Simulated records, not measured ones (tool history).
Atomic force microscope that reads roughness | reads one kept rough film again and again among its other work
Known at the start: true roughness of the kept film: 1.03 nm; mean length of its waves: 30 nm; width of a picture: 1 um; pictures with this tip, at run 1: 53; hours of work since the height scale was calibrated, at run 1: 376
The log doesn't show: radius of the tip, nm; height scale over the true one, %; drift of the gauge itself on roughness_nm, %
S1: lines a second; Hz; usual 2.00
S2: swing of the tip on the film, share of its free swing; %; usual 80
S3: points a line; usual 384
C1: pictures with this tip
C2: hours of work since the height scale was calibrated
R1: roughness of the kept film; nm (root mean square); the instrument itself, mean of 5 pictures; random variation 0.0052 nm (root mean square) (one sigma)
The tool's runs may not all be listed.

{"run": 1, "hour": 0.0, "S1": 2.0, "S2": 80, "S3": 384, "C1": 53, "C2": 376, "R1": 0.808}
{"run": 2, "hour": 13.0, "S1": 2.0, "S2": 78, "S3": 384, "C1": 68, "C2": 385, "R1": 0.825}
{"run": 3, "hour": 21.4, "S1": 2.0, "S2": 78, "S3": 384, "C1": 78, "C2": 391, "R1": 0.813}
{"run": 4, "hour": 32.1, "S1": 2.0, "S2": 78, "S3": 384, "C1": 91, "C2": 398, "R1": 0.804}
{"run": 5, "hour": 41.8, "S1": 2.0, "S2": 78, "S3": 384, "C1": 103, "C2": 405, "R1": 0.803}
{"run": 6, "hour": 51.3, "S1": 2.0, "S2": 78, "S3": 384, "C1": 114, "C2": 411, "R1": 0.801}
{"run": 7, "hour": 63.8, "S1": 2.0, "S2": 80, "S3": 384, "C1": 129, "C2": 420, "R1": 0.779}
{"run": 8, "hour": 70.6, "S1": 3.92, "S2": 80, "S3": 384, "C1": 137, "C2": 424, "R1": 0.669}
{"hour": 73.8, "done": "new tip fitted"}
{"run": 9, "hour": 78.4, "S1": 3.92, "S2": 80, "S3": 384, "C1": 5, "C2": 429, "R1": 0.708}
{"run": 10, "hour": 86.7, "S1": 3.92, "S2": 80, "S3": 384, "C1": 15, "C2": 435, "R1": 0.708}
{"run": 11, "hour": 99.3, "S1": 2.0, "S2": 80, "S3": 384, "C1": 30, "C2": 444, "R1": 0.811}
{"run": 12, "hour": 107.2, "S1": 2.0, "S2": 80, "S3": 384, "C1": 39, "C2": 449, "R1": 0.81}
{"run": 13, "hour": 117.3, "S1": 2.0, "S2": 80, "S3": 384, "C1": 51, "C2": 456, "R1": 0.813}
{"run": 14, "hour": 130.3, "S1": 2.0, "S2": 80, "S3": 384, "C1": 66, "C2": 465, "R1": 0.802}
{"run": 15, "hour": 142.5, "S1": 2.0, "S2": 80, "S3": 384, "C1": 81, "C2": 473, "R1": 0.795}
{"run": 16, "hour": 157.5, "S1": 2.0, "S2": 80, "S3": 384, "C1": 98, "C2": 483, "R1": 0.791}
{"run": 17, "hour": 166.8, "S1": 2.0, "S2": 80, "S3": 492, "C1": 109, "C2": 490, "R1": 0.789}
{"run": 18, "hour": 175.2, "S1": 2.0, "S2": 80, "S3": 384, "C1": 119, "C2": 495, "R1": 0.784}
{"run": 19, "hour": 182.2, "S1": 2.0, "S2": 70, "S3": 384, "C1": 128, "C2": 500, "R1": 0.845}
{"run": 20, "hour": 191.1, "S1": 2.0, "S2": 70, "S3": 384, "C1": 138, "C2": 506, "R1": 0.844}
{"hour": 193.0, "done": "new tip fitted"}
{"run": 21, "hour": 201.2, "S1": 2.0, "S2": 70, "S3": 384, "C1": 9, "C2": 513, "R1": 0.883}
{"run": 22, "hour": 210.6, "S1": 2.51, "S2": 80, "S3": 384, "C1": 21, "C2": 519, "R1": 0.777}
{"run": 23, "hour": 218.6, "S1": 2.0, "S2": 80, "S3": 384, "C1": 30, "C2": 525, "R1": 0.813}
{"run": 24, "hour": 233.6, "S1": 2.0, "S2": 80, "S3": 384, "C1": 48, "C2": 535, "R1": 0.796}
{"run": 25, "hour": 248.1, "S1": 0.61, "S2": 80, "S3": 384, "C1": 65, "C2": 545, "R1": 0.918}
{"run": 26, "hour": 257.3, "S1": 0.61, "S2": 80, "S3": 384, "C1": 76, "C2": 551, "R1": 0.912}
{"run": 27, "hour": 273.4, "S1": 0.61, "S2": 80, "S3": 384, "C1": 95, "C2": 562, "R1": 0.909}
{"run": 28, "hour": 288.9, "S1": 0.61, "S2": 80, "S3": 384, "C1": 113, "C2": 573, "R1": 0.88}
{"run": 29, "hour": 295.8, "S1": 0.61, "S2": 80, "S3": 384, "C1": 121, "C2": 577, "R1": 0.888}
{"run": 30, "hour": 303.1, "S1": 0.61, "S2": 80, "S3": 384, "C1": 130, "C2": 582, "R1": 0.888}
{"hour": 311.2, "done": "new tip fitted"}
{"run": 31, "hour": 313.6, "S1": 0.61, "S2": 90, "S3": 384, "C1": 2, "C2": 589, "R1": 0.902}
{"run": 32, "hour": 328.3, "S1": 2.0, "S2": 89, "S3": 731, "C1": 20, "C2": 599, "R1": 0.762}
{"run": 33, "hour": 343.1, "S1": 2.0, "S2": 89, "S3": 731, "C1": 37, "C2": 609, "R1": 0.741}
{"run": 34, "hour": 349.8, "S1": 2.0, "S2": 56, "S3": 314, "C1": 45, "C2": 614, "R1": 0.928}
{"run": 35, "hour": 361.5, "S1": 1.05, "S2": 75, "S3": 345, "C1": 59, "C2": 622, "R1": 0.901}
{"run": 36, "hour": 376.9, "S1": 1.05, "S2": 75, "S3": 345, "C1": 77, "C2": 632, "R1": 0.886}
{"run": 37, "hour": 391.0, "S1": 3.19, "S2": 80, "S3": 432, "C1": 94, "C2": 642, "R1": 0.719}
{"run": 38, "hour": 401.6, "S1": 3.19, "S2": 80, "S3": 432, "C1": 106, "C2": 649, "R1": 0.717}
{"run": 39, "hour": 416.5, "S1": 1.71, "S2": 83, "S3": 384, "C1": 124, "C2": 660, "R1": 0.789}
{"hour": 430.0, "done": "new tip fitted"}
{"run": 40, "hour": 432.7, "S1": 1.71, "S2": 83, "S3": 384, "C1": 3, "C2": 670, "R1": 0.815}
{"run": 41, "hour": 443.6, "S1": 1.71, "S2": 83, "S3": 274, "C1": 16, "C2": 678, "R1": 0.817}
{"run": 42, "hour": 458.7, "S1": 1.89, "S2": 59, "S3": 360, "C1": 34, "C2": 688, "R1": 0.929}
{"run": 43, "hour": 473.7, "S1": 1.46, "S2": 84, "S3": 1008, "C1": 52, "C2": 698, "R1": 0.827}
{"run": 44, "hour": 488.0, "S1": 1.39, "S2": 67, "S3": 384, "C1": 69, "C2": 708, "R1": 0.906}
{"run": 45, "hour": 497.8, "S1": 1.39, "S2": 67, "S3": 384, "C1": 80, "C2": 715, "R1": 0.902}
{"run": 46, "hour": 506.5, "S1": 1.39, "S2": 67, "S3": 384, "C1": 90, "C2": 721, "R1": 0.896}
{"run": 47, "hour": 516.5, "S1": 1.39, "S2": 67, "S3": 384, "C1": 102, "C2": 727, "R1": 0.891}
{"run": 48, "hour": 528.9, "S1": 1.39, "S2": 67, "S3": 384, "C1": 117, "C2": 736, "R1": 0.882}
{"run": 49, "hour": 544.9, "S1": 1.39, "S2": 67, "S3": 384, "C1": 136, "C2": 747, "R1": 0.881}

4 ways to go on from here, each from the tool as it stands after run 49. What would each give?
{"hour": 548.2, "done": "new tip fitted"}
{"run": "A", "hour": 556.8, "S1": 1.39, "S2": 62, "S3": 370, "C1": 10, "C2": 755, "R1": "?"}
{"hour": 548.2, "done": "new tip fitted"}
{"run": "B", "hour": 556.8, "S1": 3.09, "S2": 87, "S3": 939, "C1": 10, "C2": 755, "R1": "?"}
{"hour": 548.2, "done": "new tip fitted"}
{"run": "C", "hour": 556.8, "S1": 0.74, "S2": 67, "S3": 302, "C1": 10, "C2": 755, "R1": "?"}
{"hour": 548.2, "done": "new tip fitted"}
{"run": "D", "hour": 556.8, "S1": 1.39, "S2": 67, "S3": 677, "C1": 10, "C2": 755, "R1": "?"}

run=A R1=0.936
run=B R1=0.682
run=C R1=0.946
run=D R1=0.918
Without the tool's hidden state the same runs would have given:
run=A R1=0.947
run=B R1=0.691
run=C R1=0.957
run=D R1=0.929
